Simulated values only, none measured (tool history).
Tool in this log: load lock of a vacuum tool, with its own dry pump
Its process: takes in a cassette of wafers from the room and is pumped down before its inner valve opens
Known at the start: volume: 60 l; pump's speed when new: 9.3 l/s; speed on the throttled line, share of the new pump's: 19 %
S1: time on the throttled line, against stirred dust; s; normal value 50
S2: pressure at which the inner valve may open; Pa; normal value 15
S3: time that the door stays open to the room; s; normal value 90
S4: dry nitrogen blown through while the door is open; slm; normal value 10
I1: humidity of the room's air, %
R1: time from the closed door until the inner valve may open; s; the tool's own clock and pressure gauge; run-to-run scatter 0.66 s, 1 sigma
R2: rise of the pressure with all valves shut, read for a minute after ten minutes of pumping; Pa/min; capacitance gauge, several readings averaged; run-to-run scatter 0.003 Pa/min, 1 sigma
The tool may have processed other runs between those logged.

run	hour	S1	S2	S3	S4	I1	R1	R2
1	0.0	50	15	90	10	46.0	103.4	0.152
2	109.7	50	15	90	10	44.8	102.5	0.150
3	179.2	50	15	90	19	48.0	103.1	0.138
4	319.5	50	15	90	19	45.6	102.4	0.152
5	439.0	50	15	90	19	44.8	102.0	0.151
6	587.3	50	15	90	10	43.6	104.0	0.162
7	701.6	50	15	90	10	44.3	102.9	0.165
8	767.0	50	15	90	10	45.1	103.6	0.174
9	890.3	50	15	90	5	48.8	104.4	0.180
10	980.3	50	15	90	10	45.1	103.8	0.179
11	1053.3	50	14	90	10	44.8	104.5	0.177
12	1128.2	50	15	90	10	45.2	103.5	0.178
13	1192.9	50	15	90	10	46.0	104.5	0.186
14	1344.0	50	15	90	10	44.7	103.3	0.188
15	1435.4	50	15	90	10	45.3	103.6	0.191
16	1501.5	50	15	90	10	44.7	103.5	0.196
17	1596.5	50	15	90	10	44.1	103.7	0.191
18	1660.5	50	15	90	10	48.4	103.5	0.199
19	1741.3	80	15	90	10	45.1	127.2	0.198
20	1858.6	80	15	90	10	42.7	127.6	0.206
21	1993.0	50	13	90	6	45.5	106.8	0.217
22	2060.8	69	15	90	7	45.0	119.2	0.211
23	2203.6	82	18	90	43	43.4	127.7	0.196
24	2319.2	86	15	63	10	46.8	132.7	0.221
25	2382.5	82	15	193	6	49.5	129.5	0.262
26	2452.8	50	27	137	10	44.0	101.0	0.235
27	2556.7	77	15	90	12	41.6	125.5	0.225
28	2659.1	77	15	90	12	48.8	125.3	0.243
29	2806.7	50	15	26	12	46.0	104.4	0.220
# hour 2860.1: door's seal changed, seat wiped
30	2891.0	50	15	26	12	45.7	105.1	0.026
31	3035.5	50	12	26	11	48.4	106.8	0.029
32	3112.4	37	12	26	22	46.3	96.0	0.028
33	3208.5	30	18	69	7	44.2	88.8	0.054
34	3325.5	51	12	34	31	44.1	108.9	0.026
35	3412.6	51	12	34	31	46.1	107.1	0.025
36	3560.9	50	10	96	10	45.6	108.6	0.063

Consider 5 possible next runs. They are alternatives, not a sequence: every one starts from the tool as it was left by run 36. What does each give?
A	3701.5	82	10	96	10	46.5	?	?
B	3701.5	50	15	150	10	48.6	?	?
C	3701.5	50	12	96	29	44.8	?	?
D	3701.5	50	25	96	6	44.1	?	?
E	3701.5	26	15	33	4	45.7	?	?

run	R1	R2
A	135.7	0.063
B	103.8	0.072
C	108.0	0.044
D	101.2	0.062
E	86.8	0.041
Had the tool no hidden state, the same runs would have come out as:
run	R1	R2
A	128.0	0.056
B	95.9	0.066
C	99.6	0.038
D	93.8	0.055
E	78.1	0.035
